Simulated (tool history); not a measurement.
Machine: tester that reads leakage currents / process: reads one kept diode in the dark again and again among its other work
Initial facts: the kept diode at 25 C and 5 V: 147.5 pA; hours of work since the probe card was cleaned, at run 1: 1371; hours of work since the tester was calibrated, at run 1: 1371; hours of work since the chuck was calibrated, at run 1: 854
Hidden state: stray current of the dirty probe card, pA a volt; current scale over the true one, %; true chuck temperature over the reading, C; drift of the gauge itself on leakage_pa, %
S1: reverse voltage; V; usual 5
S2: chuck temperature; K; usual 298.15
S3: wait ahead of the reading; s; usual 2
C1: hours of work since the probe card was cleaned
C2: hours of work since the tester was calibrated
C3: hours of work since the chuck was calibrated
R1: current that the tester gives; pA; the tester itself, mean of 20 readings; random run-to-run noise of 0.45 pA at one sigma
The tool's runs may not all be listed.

run 1 day=0 | S1=5 S2=298.15 S3=2 | C1=1371 C2=1371 C3=854 | R1=155.5
run 2 day=2.512 | S1=5 S2=298.15 S3=2 | C1=1411 C2=1411 C3=893 | R1=157.3
run 3 day=4.267 | S1=5 S2=298.15 S3=2 | C1=1438 C2=1438 C3=921 | R1=156.88
run 4 day=6.367 | S1=2.47 S2=298.15 S3=2 | C1=1471 C2=1471 C3=954 | R1=102.34
run 5 day=8.121 | S1=2.47 S2=326.15 S3=2 | C1=1499 C2=1499 C3=981 | R1=868.81
run 6 day=9.625 | S1=2.47 S2=326.15 S3=2 | C1=1522 C2=1522 C3=1005 | R1=860.02
run 7 day=12.346 | S1=5 S2=298.15 S3=2 | C1=1565 C2=1565 C3=1047 | R1=157.51
run 8 day=13.917 | S1=5 S2=298.15 S3=5.29 | C1=1589 C2=1589 C3=1072 | R1=157.02
run 9 day=15.121 | S1=5 S2=298.15 S3=0.39 | C1=1608 C2=1608 C3=1091 | R1=160.9
run 10 day=17.1 | S1=5 S2=293.15 S3=2 | C1=1639 C2=1639 C3=1122 | R1=105.62
run 11 day=19.983 | S1=5 S2=293.15 S3=2 | C1=1685 C2=1685 C3=1167 | R1=106.25
run 12 day=21.446 | S1=5 S2=293.15 S3=2 | C1=1708 C2=1708 C3=1190 | R1=105.59
-- day=22.812 chuck's temperature calibrated
run 13 day=24.158 | S1=5 S2=293.15 S3=2 | C1=1749 C2=1749 C3=21 | R1=100.82
run 14 day=26.433 | S1=5 S2=293.15 S3=2 | C1=1784 C2=1784 C3=57 | R1=101.31
run 15 day=27.9 | S1=5 S2=293.15 S3=2 | C1=1807 C2=1807 C3=80 | R1=101.34
-- day=28.225 probe card cleaned and baked
run 16 day=29.879 | S1=5 S2=293.15 S3=2 | C1=26 C2=1836 C3=109 | R1=104.65
run 17 day=32.1 | S1=1.44 S2=302.15 S3=0.6 | C1=61 C2=1871 C3=144 | R1=100.61
run 18 day=34.604 | S1=5 S2=303.15 S3=2 | C1=100 C2=1911 C3=183 | R1=229.67
run 19 day=36.375 | S1=5 S2=303.15 S3=2 | C1=128 C2=1938 C3=211 | R1=230.84
run 20 day=38.196 | S1=5 S2=306.15 S3=0.51 | C1=156 C2=1967 C3=239 | R1=293.02
run 21 day=39.625 | S1=5 S2=306.15 S3=0.51 | C1=179 C2=1989 C3=262 | R1=292.45
-- day=41.071 probe card cleaned and baked, once more
run 22 day=42.071 | S1=2.97 S2=298.15 S3=1.84 | C1=16 C2=2026 C3=298 | R1=107.28
run 23 day=43.912 | S1=2.97 S2=298.15 S3=1.84 | C1=45 C2=2055 C3=327 | R1=107.39
run 24 day=45.612 | S1=5 S2=303.15 S3=6.02 | C1=71 C2=2081 C3=354 | R1=221.1
run 25 day=48.229 | S1=1.36 S2=300.15 S3=4.4 | C1=112 C2=2122 C3=395 | R1=80.06
run 26 day=49.667 | S1=8.15 S2=316.15 S3=1.63 | C1=135 C2=2145 C3=417 | R1=815.82
run 27 day=52.238 | S1=8.8 S2=333.15 S3=2 | C1=175 C2=2185 C3=458 | R1=2872.06
run 28 day=55.083 | S1=4.28 S2=333.15 S3=2.41 | C1=220 C2=2230 C3=502 | R1=1875.22
run 29 day=56.433 | S1=12.01 S2=299.15 S3=2 | C1=241 C2=2251 C3=523 | R1=268.18
run 30 day=58.008 | S1=2.02 S2=315.15 S3=0.56 | C1=266 C2=2276 C3=548 | R1=333.85
run 31 day=59.979 | S1=2.02 S2=315.15 S3=0.56 | C1=296 C2=2307 C3=579 | R1=334.88
run 32 day=61.938 | S1=3.36 S2=317.15 S3=1.02 | C1=327 C2=2337 C3=610 | R1=525.14

Some steps in R1, run to run, broken into two amounts with sign: the step expected even without the hidden condition (settings, incoming material, random variation), and the rest, left for the hidden condition together with whatever gauge scatter is not in both the measured and the hidden-condition-free result:
Run 26 -> 27: S1 8.15 -> 8.8, S2 316.15 -> 333.15, S3 1.63 -> 2. R1 +2056.24 pA: hidden state -31.19, all else +2087.43.
Run 27 -> 28: S1 8.8 -> 4.28, S3 2 -> 2.41. R1 -996.84 pA: hidden state +16.86, all else -1013.7.
Run 28 -> 29: S1 4.28 -> 12.01, S2 333.15 -> 299.15, S3 2.41 -> 2. R1 -1607.04 pA: hidden state +25.68, all else -1632.72.
